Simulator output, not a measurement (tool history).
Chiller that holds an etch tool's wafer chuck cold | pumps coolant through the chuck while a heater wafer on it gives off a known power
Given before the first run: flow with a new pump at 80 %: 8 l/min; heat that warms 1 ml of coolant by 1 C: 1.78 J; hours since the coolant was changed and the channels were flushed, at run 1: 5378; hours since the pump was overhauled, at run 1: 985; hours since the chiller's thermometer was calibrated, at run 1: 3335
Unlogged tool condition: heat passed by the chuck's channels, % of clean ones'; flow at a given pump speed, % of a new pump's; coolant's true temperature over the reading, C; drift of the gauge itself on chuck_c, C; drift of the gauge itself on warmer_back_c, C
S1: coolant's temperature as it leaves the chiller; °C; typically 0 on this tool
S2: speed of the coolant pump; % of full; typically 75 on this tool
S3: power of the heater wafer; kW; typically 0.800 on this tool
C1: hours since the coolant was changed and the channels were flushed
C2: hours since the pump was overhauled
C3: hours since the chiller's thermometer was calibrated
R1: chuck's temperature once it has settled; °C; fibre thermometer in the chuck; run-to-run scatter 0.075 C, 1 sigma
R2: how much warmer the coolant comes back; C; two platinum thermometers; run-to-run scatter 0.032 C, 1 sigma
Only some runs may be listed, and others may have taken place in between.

| run | hour | S1 | S2 | S3 | C1 | C2 | C3 | R1 | R2 |
|---|---|---|---|---|---|---|---|---|---|
| 1 | 0.0 | 0 | 75 | 0.800 | 5378 | 985 | 3335 | 8.54 | 3.75 |
| 2 | 43.3 | 0 | 82 | 0.800 | 5421 | 1028 | 3378 | 7.90 | 3.35 |
| 3 | 104.1 | 7 | 75 | 0.800 | 5482 | 1089 | 3439 | 15.49 | 3.68 |
| 4 | 148.6 | 0 | 75 | 0.800 | 5527 | 1133 | 3483 | 8.47 | 3.70 |
| 5 | 201.4 | 0 | 75 | 0.800 | 5580 | 1186 | 3536 | 8.42 | 3.72 |
| 6 | 251.0 | 2 | 75 | 0.800 | 5629 | 1236 | 3586 | 10.46 | 3.70 |
| 7 | 282.2 | 2 | 75 | 0.800 | 5660 | 1267 | 3617 | 10.46 | 3.69 |
| 8 | 321.9 | 0 | 77 | 0.800 | 5700 | 1307 | 3657 | 8.19 | 3.64 |
| 9 | 380.9 | 0 | 77 | 0.800 | 5759 | 1366 | 3716 | 8.26 | 3.61 |
| 10 | 408.9 | 0 | 77 | 0.800 | 5787 | 1393 | 3744 | 8.26 | 3.56 |
| 11 | 435.4 | 0 | 64 | 0.800 | 5814 | 1420 | 3770 | 9.44 | 4.42 |
| 12 | 478.1 | -8 | 64 | 0.800 | 5856 | 1463 | 3813 | 1.49 | 4.48 |
| 13 | 520.3 | -8 | 64 | 0.800 | 5898 | 1505 | 3855 | 1.47 | 4.47 |
| 14 | 581.2 | -8 | 64 | 0.800 | 5959 | 1566 | 3916 | 1.41 | 4.46 |
|  | 602.7 | coolant changed, channels flushed |
| 15 | 637.5 | 5 | 75 | 0.800 | 35 | 1616 | 3966 | 12.82 | 3.79 |
| 16 | 671.8 | 0 | 89 | 0.800 | 69 | 1650 | 4001 | 6.85 | 3.09 |
|  | 692.6 | chiller's thermometer calibrated |
| 17 | 734.4 | 3 | 60 | 0.481 | 131 | 1712 | 42 | 8.51 | 2.93 |
| 18 | 769.7 | 3 | 92 | 0.631 | 166 | 1747 | 77 | 8.43 | 2.38 |
| 19 | 821.8 | 4 | 92 | 0.631 | 218 | 1799 | 129 | 9.43 | 2.40 |
| 20 | 849.4 | -9 | 62 | 0.630 | 246 | 1827 | 157 | -1.94 | 3.66 |
| 21 | 875.1 | -9 | 62 | 0.630 | 271 | 1853 | 183 | -1.84 | 3.69 |

Forecast run 22:
| 22 | 904.9 | 9 | 67 | 0.463 | 301 | 1883 | 212 | ? | ? |

{"run 22": {"R1": 13.88, "R2": 2.48}}
With no hidden state in the tool, this same run would have given R1 13.88 °C, R2 2.40 C.
